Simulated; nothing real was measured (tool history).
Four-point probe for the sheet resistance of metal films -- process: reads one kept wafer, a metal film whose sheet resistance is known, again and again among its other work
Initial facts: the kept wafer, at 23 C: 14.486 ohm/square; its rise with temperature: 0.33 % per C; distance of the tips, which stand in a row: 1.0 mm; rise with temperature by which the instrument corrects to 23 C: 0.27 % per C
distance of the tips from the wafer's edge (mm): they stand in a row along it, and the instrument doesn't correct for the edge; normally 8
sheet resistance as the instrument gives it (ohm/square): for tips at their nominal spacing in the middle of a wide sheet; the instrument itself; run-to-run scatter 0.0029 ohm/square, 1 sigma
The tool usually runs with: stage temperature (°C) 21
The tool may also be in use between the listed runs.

run,hour,stage temperature (°C),distance of the tips from the wafer's edge (mm),sheet resistance as the instrument gives it (ohm/square)
1,0,21,8,14.619384
2,136,21,8,14.621415
3,268.4,27,8,14.67254
4,362.9,21,8,14.624236
5,434.9,21,8,14.618399
6,547.3,21,8,14.623153
7,661.5,21,8,14.61888
8,799.9,33,8,14.722069
9,886.3,21,8,14.624928
# hour 958.7: stage's thermometer calibrated
10,983.7,21,8,14.606358
11,1108.2,21,8,14.609412
12,1170.1,21,8,14.604087
# hour 1266.5: stage's thermometer calibrated, once more
13,1292.8,21,8,14.65513
# hour 1347.8: new probe head fitted
14,1387.6,23,6,14.653369
15,1490.9,33,12,14.572768
16,1591.7,33,12,14.572405
17,1671.7,31,8,14.629736
18,1814.6,30,6,14.715241
19,1936.2,30,6,14.71802
20,2047.9,30,6,14.720353
21,2133,23,4,14.922093

Branching from run 21: 5 alternative next runs. What would each branch give?
A,2248.5,26,28,?
B,2248.5,32,9,?
C,2248.5,22,36,?
D,2248.5,33,4,?
E,2248.5,18,72,?

run,sheet resistance as the instrument gives it (ohm/square)
A,14.475945
B,14.616429
C,14.446888
D,14.997266
E,14.411033
What these runs would have given with no unlogged condition in the tool:
run,sheet resistance as the instrument gives it (ohm/square)
A,14.514798
B,14.655469
C,14.485784
D,15.03723
E,14.449955

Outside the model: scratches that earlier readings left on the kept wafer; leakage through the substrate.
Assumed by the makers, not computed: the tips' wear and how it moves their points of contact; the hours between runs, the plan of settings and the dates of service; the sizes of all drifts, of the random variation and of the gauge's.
